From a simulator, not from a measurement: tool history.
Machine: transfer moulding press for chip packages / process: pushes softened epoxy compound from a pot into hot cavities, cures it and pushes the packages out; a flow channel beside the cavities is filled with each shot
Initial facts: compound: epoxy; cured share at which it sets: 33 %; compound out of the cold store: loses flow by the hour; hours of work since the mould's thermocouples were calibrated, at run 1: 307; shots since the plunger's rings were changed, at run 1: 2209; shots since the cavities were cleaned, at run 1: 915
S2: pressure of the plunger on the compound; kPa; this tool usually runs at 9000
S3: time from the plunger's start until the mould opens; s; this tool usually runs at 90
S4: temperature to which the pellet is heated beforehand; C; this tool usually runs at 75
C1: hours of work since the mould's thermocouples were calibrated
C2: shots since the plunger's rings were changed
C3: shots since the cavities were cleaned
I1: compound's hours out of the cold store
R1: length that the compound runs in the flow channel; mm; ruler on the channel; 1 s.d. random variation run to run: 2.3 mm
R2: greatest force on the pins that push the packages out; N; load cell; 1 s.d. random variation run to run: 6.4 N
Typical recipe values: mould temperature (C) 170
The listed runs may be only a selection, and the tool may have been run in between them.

run 1 hour=0 | mould_temperature_(C)=170 S2=9000 S3=90 S4=75 | C1=307 C2=2209 C3=915 | I1=32.2 | R1=827 R2=482
run 2 hour=16.3 | mould_temperature_(C)=170 S2=9000 S3=90 S4=75 | C1=315 C2=2364 C3=1070 | I1=24.9 | R1=842 R2=546
-- hour=26.4 cavities cleaned with cleaning compound and waxed
run 3 hour=34.2 | mould_temperature_(C)=170 S2=9000 S3=90 S4=75 | C1=323 C2=2521 C3=75 | I1=47.4 | R1=766 R2=296
run 4 hour=47.4 | mould_temperature_(C)=170 S2=9000 S3=90 S4=75 | C1=329 C2=2647 C3=201 | I1=38.3 | R1=793 R2=353
run 5 hour=64.9 | mould_temperature_(C)=170 S2=9000 S3=90 S4=84 | C1=337 C2=2814 C3=368 | I1=45.8 | R1=766 R2=407
run 6 hour=82 | mould_temperature_(C)=170 S2=9000 S3=90 S4=84 | C1=346 C2=2976 C3=530 | I1=8.3 | R1=895 R2=454
run 7 hour=97.7 | mould_temperature_(C)=170 S2=9000 S3=90 S4=84 | C1=353 C2=3126 C3=680 | I1=24.1 | R1=838 R2=472
run 8 hour=109.9 | mould_temperature_(C)=170 S2=9000 S3=90 S4=84 | C1=359 C2=3243 C3=797 | I1=32.9 | R1=801 R2=496
run 9 hour=118.5 | mould_temperature_(C)=170 S2=9000 S3=90 S4=84 | C1=363 C2=3324 C3=878 | I1=30.2 | R1=811 R2=497
run 10 hour=133.1 | mould_temperature_(C)=170 S2=9000 S3=90 S4=77 | C1=370 C2=3463 C3=1017 | I1=43.7 | R1=765 R2=513
run 11 hour=143.7 | mould_temperature_(C)=170 S2=9000 S3=71 S4=75 | C1=375 C2=3565 C3=1119 | I1=18.7 | R1=845 R2=881
-- hour=148.7 cavities cleaned with cleaning compound and waxed
-- hour=161.2 plunger's sealing rings changed
run 12 hour=167.2 | mould_temperature_(C)=170 S2=9000 S3=71 S4=75 | C1=385 C2=56 C3=152 | I1=12.5 | R1=922 R2=592
run 13 hour=186.7 | mould_temperature_(C)=170 S2=9000 S3=71 S4=75 | C1=394 C2=242 C3=338 | I1=16.1 | R1=904 R2=704
run 14 hour=195.5 | mould_temperature_(C)=170 S2=9000 S3=71 S4=75 | C1=398 C2=327 C3=423 | I1=46.4 | R1=800 R2=698
-- hour=198.4 mould's thermocouples calibrated
run 15 hour=207.8 | mould_temperature_(C)=170 S2=9000 S3=90 S4=75 | C1=5 C2=424 C3=520 | I1=15.4 | R1=905 R2=475
run 16 hour=219.9 | mould_temperature_(C)=169 S2=9000 S3=90 S4=70 | C1=10 C2=540 C3=636 | I1=18.3 | R1=900 R2=535
run 17 hour=231.9 | mould_temperature_(C)=170 S2=9000 S3=112 S4=75 | C1=16 C2=655 C3=751 | I1=29 | R1=852 R2=389
run 18 hour=249.3 | mould_temperature_(C)=170 S2=9000 S3=76 S4=75 | C1=25 C2=821 C3=917 | I1=15.3 | R1=901 R2=753

What does the tool deliver on the next run?
-- hour=258.9 mould's thermocouples calibrated, once more
run 19 hour=261.1 | mould_temperature_(C)=164 S2=6800 S3=76 S4=75 | C1=1 C2=913 C3=1009 | I1=28.6 | R1=? R2=?

R1: 754 mm
R2: 1058 N
With the hidden condition absent and the run-to-run variation left alone, this run would have shown R1 766 mm, R2 512 N.
